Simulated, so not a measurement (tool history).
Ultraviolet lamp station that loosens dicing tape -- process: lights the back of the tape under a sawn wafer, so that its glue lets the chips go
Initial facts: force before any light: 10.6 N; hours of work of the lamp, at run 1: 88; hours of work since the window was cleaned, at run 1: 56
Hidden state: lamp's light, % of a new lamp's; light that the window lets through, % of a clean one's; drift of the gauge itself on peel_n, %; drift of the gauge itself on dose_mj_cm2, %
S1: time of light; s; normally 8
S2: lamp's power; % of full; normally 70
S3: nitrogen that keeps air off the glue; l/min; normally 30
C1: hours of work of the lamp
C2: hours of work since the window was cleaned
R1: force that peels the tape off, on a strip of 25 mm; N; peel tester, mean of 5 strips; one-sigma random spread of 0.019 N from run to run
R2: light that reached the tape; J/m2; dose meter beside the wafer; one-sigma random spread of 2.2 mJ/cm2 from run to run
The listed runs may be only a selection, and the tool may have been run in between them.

run 1 hour=0.0 | S1=8 S2=70 S3=30 | C1=88 C2=56 | R1=1.024 R2=1730
run 2 hour=34.8 | S1=8 S2=70 S3=34 | C1=105 C2=72 | R1=0.943 R2=1750
run 3 hour=75.0 | S1=8 S2=66 S3=30 | C1=123 C2=91 | R1=1.197 R2=1630
run 4 hour=105.8 | S1=8 S2=66 S3=30 | C1=138 C2=106 | R1=1.219 R2=1630
run 5 hour=135.0 | S1=6 S2=70 S3=30 | C1=152 C2=119 | R1=1.857 R2=1280
run 6 hour=160.5 | S1=5 S2=70 S3=30 | C1=164 C2=131 | R1=2.493 R2=1060
run 7 hour=199.5 | S1=13 S2=70 S3=30 | C1=182 C2=150 | R1=0.411 R2=2640
run 8 hour=242.6 | S1=13 S2=70 S3=30 | C1=202 C2=170 | R1=0.421 R2=2600
run 9 hour=268.4 | S1=13 S2=70 S3=30 | C1=214 C2=182 | R1=0.416 R2=2600
run 10 hour=305.7 | S1=8 S2=83 S3=30 | C1=232 C2=199 | R1=0.866 R2=1900
run 11 hour=344.2 | S1=7 S2=70 S3=30 | C1=250 C2=218 | R1=1.608 R2=1400
run 12 hour=362.1 | S1=7 S2=70 S3=30 | C1=258 C2=226 | R1=1.683 R2=1370
run 13 hour=392.0 | S1=8 S2=70 S3=30 | C1=272 C2=240 | R1=1.332 R2=1520
run 14 hour=422.9 | S1=8 S2=70 S3=30 | C1=287 C2=255 | R1=1.379 R2=1490
run 15 hour=451.1 | S1=8 S2=70 S3=30 | C1=300 C2=268 | R1=1.366 R2=1520
run 16 hour=479.4 | S1=8 S2=70 S3=30 | C1=313 C2=281 | R1=1.397 R2=1510
run 17 hour=518.0 | S1=8 S2=70 S3=13 | C1=331 C2=299 | R1=2.562 R2=1470
run 18 hour=544.0 | S1=8 S2=70 S3=13 | C1=344 C2=311 | R1=2.420 R2=1470
run 19 hour=571.6 | S1=8 S2=70 S3=30 | C1=357 C2=324 | R1=1.455 R2=1470
run 20 hour=592.9 | S1=8 S2=70 S3=30 | C1=367 C2=334 | R1=1.440 R2=1470
run 21 hour=619.1 | S1=8 S2=70 S3=30 | C1=379 C2=347 | R1=1.492 R2=1410
run 22 hour=657.5 | S1=8 S2=70 S3=30 | C1=397 C2=365 | R1=1.559 R2=1440
-- hour=678.0 window cleaned of glue's vapour
run 23 hour=679.6 | S1=10 S2=70 S3=35 | C1=407 C2=1 | R1=0.656 R2=2000
run 24 hour=703.4 | S1=9 S2=80 S3=18 | C1=418 C2=12 | R1=1.123 R2=2050
run 25 hour=739.2 | S1=9 S2=80 S3=18 | C1=435 C2=29 | R1=1.173 R2=2010
run 26 hour=761.7 | S1=4 S2=65 S3=54 | C1=446 C2=39 | R1=3.110 R2=710
run 27 hour=796.3 | S1=8 S2=90 S3=30 | C1=462 C2=56 | R1=0.773 R2=1960
run 28 hour=825.6 | S1=4 S2=95 S3=20 | C1=476 C2=69 | R1=3.107 R2=1070
run 29 hour=851.8 | S1=8 S2=70 S3=34 | C1=488 C2=82 | R1=1.250 R2=1520
run 30 hour=887.3 | S1=6 S2=70 S3=30 | C1=505 C2=98 | R1=2.241 R2=1120
run 31 hour=906.0 | S1=11 S2=70 S3=34 | C1=513 C2=107 | R1=0.632 R2=2060
run 32 hour=947.3 | S1=8 S2=92 S3=14 | C1=533 C2=126 | R1=1.571 R2=1910
run 33 hour=979.7 | S1=6 S2=98 S3=25 | C1=548 C2=142 | R1=1.555 R2=1520
run 34 hour=1016.9 | S1=6 S2=98 S3=25 | C1=565 C2=159 | R1=1.497 R2=1500
run 35 hour=1045.3 | S1=6 S2=98 S3=25 | C1=579 C2=172 | R1=1.639 R2=1480
run 36 hour=1084.0 | S1=6 S2=98 S3=27 | C1=597 C2=191 | R1=1.509 R2=1480
run 37 hour=1112.0 | S1=6 S2=98 S3=27 | C1=610 C2=204 | R1=1.539 R2=1450
run 38 hour=1133.5 | S1=6 S2=98 S3=27 | C1=620 C2=214 | R1=1.593 R2=1510
run 39 hour=1160.5 | S1=6 S2=98 S3=27 | C1=633 C2=227 | R1=1.522 R2=1470
run 40 hour=1195.9 | S1=9 S2=78 S3=30 | C1=650 C2=243 | R1=1.085 R2=1750
run 41 hour=1230.1 | S1=10 S2=89 S3=27 | C1=666 C2=259 | R1=0.728 R2=2100
run 42 hour=1261.8 | S1=6 S2=70 S3=26 | C1=680 C2=274 | R1=2.747 R2=980
run 43 hour=1289.9 | S1=5 S2=60 S3=24 | C1=694 C2=287 | R1=4.309 R2=710
run 44 hour=1317.7 | S1=5 S2=60 S3=16 | C1=707 C2=300 | R1=5.045 R2=720

Some steps in R1, run to run, broken into two amounts with sign: the step expected even without the hidden condition (settings, incoming material, random variation), and the rest, left for the hidden condition together with whatever gauge scatter is not in both the measured and the hidden-condition-free result:
Run 6 -> 7: S1 5 -> 13. R1 -2.082 N: hidden state -0.238, all else -1.844.
Run 22 -> 23: S1 8 -> 10, S3 30 -> 35, window cleaned of glue's vapour. R1 -0.903 N: hidden state -0.442, all else -0.461.
Run 26 -> 27: S1 4 -> 8, S2 65 -> 90, S3 54 -> 30. R1 -2.337 N: hidden state -0.320, all else -2.017.
Run 27 -> 28: S1 8 -> 4, S2 90 -> 95, S3 30 -> 20. R1 +2.334 N: hidden state +0.384, all else +1.950.
Run 41 -> 42: S1 10 -> 6, S2 89 -> 70, S3 27 -> 26. R1 +2.019 N: hidden state +0.658, all else +1.361.
